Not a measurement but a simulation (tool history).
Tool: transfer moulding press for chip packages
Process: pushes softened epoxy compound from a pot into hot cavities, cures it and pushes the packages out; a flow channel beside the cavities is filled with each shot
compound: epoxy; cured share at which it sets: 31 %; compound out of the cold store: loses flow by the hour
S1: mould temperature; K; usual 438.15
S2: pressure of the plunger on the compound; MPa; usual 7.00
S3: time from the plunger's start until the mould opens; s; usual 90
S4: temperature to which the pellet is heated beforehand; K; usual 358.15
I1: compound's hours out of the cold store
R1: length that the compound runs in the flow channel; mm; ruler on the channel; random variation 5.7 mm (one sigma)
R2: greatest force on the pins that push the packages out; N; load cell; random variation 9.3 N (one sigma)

| run | hour | S1 | S2 | S3 | S4 | I1 | R1 | R2 |
|---|---|---|---|---|---|---|---|---|
| 1 | 0.0 | 438.15 | 7.00 | 90 | 358.15 | 40.8 | 813 | 415 |
|  | 35.5 | cavities cleaned with cleaning compound and waxed |
| 2 | 42.4 | 438.15 | 7.00 | 90 | 358.15 | 47.0 | 803 | 402 |
| 3 | 64.1 | 438.15 | 7.00 | 90 | 353.15 | 43.7 | 810 | 408 |
|  | 84.2 | cavities cleaned with cleaning compound and waxed |
| 4 | 92.2 | 438.15 | 7.00 | 90 | 353.15 | 9.5 | 947 | 430 |
|  | 110.1 | plunger's sealing rings changed |
| 5 | 126.5 | 438.15 | 7.00 | 90 | 358.15 | 32.2 | 853 | 443 |
|  | 133.0 | cavities cleaned with cleaning compound and waxed |
| 6 | 158.5 | 438.15 | 7.00 | 90 | 358.15 | 26.9 | 874 | 426 |
|  | 179.1 | cavities cleaned with cleaning compound and waxed |
| 7 | 180.9 | 439.15 | 7.00 | 90 | 358.15 | 25.5 | 884 | 418 |
| 8 | 205.8 | 439.15 | 7.00 | 90 | 358.15 | 27.8 | 862 | 411 |
|  | 225.2 | cavities cleaned with cleaning compound and waxed |
| 9 | 243.1 | 439.15 | 8.72 | 90 | 357.15 | 22.8 | 980 | 418 |
| 10 | 265.5 | 439.15 | 8.72 | 90 | 357.15 | 37.3 | 943 | 420 |
|  | 272.3 | cavities cleaned with cleaning compound and waxed |
| 11 | 292.7 | 430.15 | 6.56 | 90 | 357.15 | 15.4 | 918 | 734 |
|  | 320.3 | cavities cleaned with cleaning compound and waxed |
| 12 | 330.1 | 435.15 | 8.46 | 119 | 356.15 | 44.8 | 905 | 378 |
| 13 | 359.6 | 435.15 | 8.46 | 119 | 357.15 | 34.9 | 923 | 373 |
|  | 367.8 | cavities cleaned with cleaning compound and waxed |
| 14 | 380.4 | 435.15 | 8.46 | 119 | 357.15 | 16.8 | 1009 | 385 |
|  | 414.0 | cavities cleaned with cleaning compound and waxed |
|  | 420.1 | plunger's sealing rings changed |
| 15 | 421.2 | 435.15 | 5.37 | 89 | 355.15 | 32.0 | 762 | 499 |
| 16 | 454.3 | 432.15 | 7.72 | 114 | 354.15 | 13.0 | 1009 | 445 |

3 ways to go on from here, each from the tool as it stands after run 16. What would each give?
|  | 463.6 | cavities cleaned with cleaning compound and waxed |
| A | 479.5 | 432.15 | 7.72 | 114 | 364.15 | 25.8 | ? | ? |
|  | 463.6 | cavities cleaned with cleaning compound and waxed |
| B | 479.5 | 432.15 | 7.72 | 114 | 351.15 | 37.1 | ? | ? |
|  | 463.6 | cavities cleaned with cleaning compound and waxed |
| C | 479.5 | 432.15 | 7.72 | 114 | 354.15 | 46.3 | ? | ? |

| run | R1 | R2 |
|---|---|---|
| A | 939 | 425 |
| B | 912 | 407 |
| C | 868 | 434 |
Without the tool's hidden state the same runs would have given:
| run | R1 | R2 |
|---|---|---|
| A | 939 | 423 |
| B | 912 | 404 |
| C | 868 | 432 |

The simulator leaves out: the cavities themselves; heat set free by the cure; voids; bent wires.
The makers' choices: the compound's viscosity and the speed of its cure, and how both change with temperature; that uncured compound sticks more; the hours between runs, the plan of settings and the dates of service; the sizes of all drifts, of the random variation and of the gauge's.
